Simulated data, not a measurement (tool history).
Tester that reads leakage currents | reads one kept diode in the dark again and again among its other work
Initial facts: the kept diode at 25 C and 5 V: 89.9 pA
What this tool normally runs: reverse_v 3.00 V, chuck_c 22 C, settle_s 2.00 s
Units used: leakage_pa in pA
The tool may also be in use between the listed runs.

{"run": 1, "hour": 0.0, "reverse_v": 3.0, "chuck_c": 22, "settle_s": 2.0, "leakage_pa": 61.5}
{"run": 2, "hour": 71.7, "reverse_v": 3.0, "chuck_c": 41, "settle_s": 2.0, "leakage_pa": 276.98}
{"run": 3, "hour": 159.7, "reverse_v": 3.0, "chuck_c": 41, "settle_s": 2.0, "leakage_pa": 277.99}
{"hour": 234.7, "done": "tester calibrated"}
{"run": 4, "hour": 234.7, "reverse_v": 3.0, "chuck_c": 22, "settle_s": 2.0, "leakage_pa": 62.14}
{"run": 5, "hour": 327.7, "reverse_v": 3.0, "chuck_c": 22, "settle_s": 2.0, "leakage_pa": 62.73}
{"run": 6, "hour": 379.4, "reverse_v": 3.0, "chuck_c": 22, "settle_s": 2.0, "leakage_pa": 62.62}
{"run": 7, "hour": 453.5, "reverse_v": 3.0, "chuck_c": 28, "settle_s": 2.0, "leakage_pa": 102.44}
{"run": 8, "hour": 503.9, "reverse_v": 3.0, "chuck_c": 28, "settle_s": 2.0, "leakage_pa": 102.65}
{"run": 9, "hour": 597.0, "reverse_v": 3.0, "chuck_c": 28, "settle_s": 0.88, "leakage_pa": 103.58}
{"run": 10, "hour": 711.1, "reverse_v": 3.0, "chuck_c": 22, "settle_s": 2.0, "leakage_pa": 64.42}
{"run": 11, "hour": 797.2, "reverse_v": 3.0, "chuck_c": 22, "settle_s": 2.0, "leakage_pa": 64.68}
{"run": 12, "hour": 865.3, "reverse_v": 3.0, "chuck_c": 22, "settle_s": 2.0, "leakage_pa": 64.8}
{"run": 13, "hour": 948.6, "reverse_v": 3.0, "chuck_c": 22, "settle_s": 2.0, "leakage_pa": 64.97}
{"run": 14, "hour": 1051.5, "reverse_v": 3.0, "chuck_c": 22, "settle_s": 7.49, "leakage_pa": 65.53}
{"run": 15, "hour": 1135.9, "reverse_v": 3.31, "chuck_c": 22, "settle_s": 2.0, "leakage_pa": 68.21}
{"run": 16, "hour": 1199.6, "reverse_v": 14.39, "chuck_c": 27, "settle_s": 2.0, "leakage_pa": 179.1}
{"run": 17, "hour": 1294.4, "reverse_v": 14.39, "chuck_c": 27, "settle_s": 2.0, "leakage_pa": 181.11}
{"run": 18, "hour": 1347.0, "reverse_v": 14.39, "chuck_c": 27, "settle_s": 2.0, "leakage_pa": 181.28}
{"hour": 1448.5, "done": "chuck's temperature calibrated"}
{"run": 19, "hour": 1467.1, "reverse_v": 14.39, "chuck_c": 27, "settle_s": 2.0, "leakage_pa": 168.96}
{"hour": 1479.1, "done": "probe card cleaned and baked"}
{"run": 20, "hour": 1578.2, "reverse_v": 1.67, "chuck_c": 35, "settle_s": 2.55, "leakage_pa": 139.68}
{"run": 21, "hour": 1673.3, "reverse_v": 13.75, "chuck_c": 56, "settle_s": 5.42, "leakage_pa": 1335.68}
{"hour": 1715.1, "done": "probe card cleaned and baked, once more"}
{"run": 22, "hour": 1786.5, "reverse_v": 5.36, "chuck_c": 46, "settle_s": 2.0, "leakage_pa": 469.44}
{"run": 23, "hour": 1902.0, "reverse_v": 1.11, "chuck_c": 23, "settle_s": 2.0, "leakage_pa": 45.47}
{"run": 24, "hour": 1979.9, "reverse_v": 1.11, "chuck_c": 23, "settle_s": 2.0, "leakage_pa": 45.68}
{"run": 25, "hour": 2093.6, "reverse_v": 9.44, "chuck_c": 26, "settle_s": 1.74, "leakage_pa": 126.87}
{"run": 26, "hour": 2159.9, "reverse_v": 1.12, "chuck_c": 35, "settle_s": 1.74, "leakage_pa": 121.58}
{"run": 27, "hour": 2269.2, "reverse_v": 11.44, "chuck_c": 60, "settle_s": 0.75, "leakage_pa": 1653.63}
{"run": 28, "hour": 2355.1, "reverse_v": 1.81, "chuck_c": 30, "settle_s": 5.31, "leakage_pa": 97.85}
{"run": 29, "hour": 2451.4, "reverse_v": 1.49, "chuck_c": 30, "settle_s": 5.31, "leakage_pa": 91.57}
{"run": 30, "hour": 2515.1, "reverse_v": 8.21, "chuck_c": 56, "settle_s": 5.31, "leakage_pa": 1129.67}

Alternative continuations, all from the tool just after run 30; predict every row:
{"run": "A", "hour": 2571.5, "reverse_v": 5.93, "chuck_c": 20, "settle_s": 9.46, "leakage_pa": "?"}
{"run": "B", "hour": 2571.5, "reverse_v": 8.21, "chuck_c": 56, "settle_s": 8.83, "leakage_pa": "?"}
{"run": "C", "hour": 2571.5, "reverse_v": 19.21, "chuck_c": 51, "settle_s": 5.31, "leakage_pa": "?"}
{"run": "D", "hour": 2571.5, "reverse_v": 10.36, "chuck_c": 56, "settle_s": 5.31, "leakage_pa": "?"}

run=A leakage_pa=68.13
run=B leakage_pa=1132.44
run=C leakage_pa=1090.91
run=D leakage_pa=1228.93
Stripped of hidden state, with their random variation kept, the same runs would have yielded:
run=A leakage_pa=62.75
run=B leakage_pa=1096.90
run=C leakage_pa=1049.92
run=D leakage_pa=1189.60
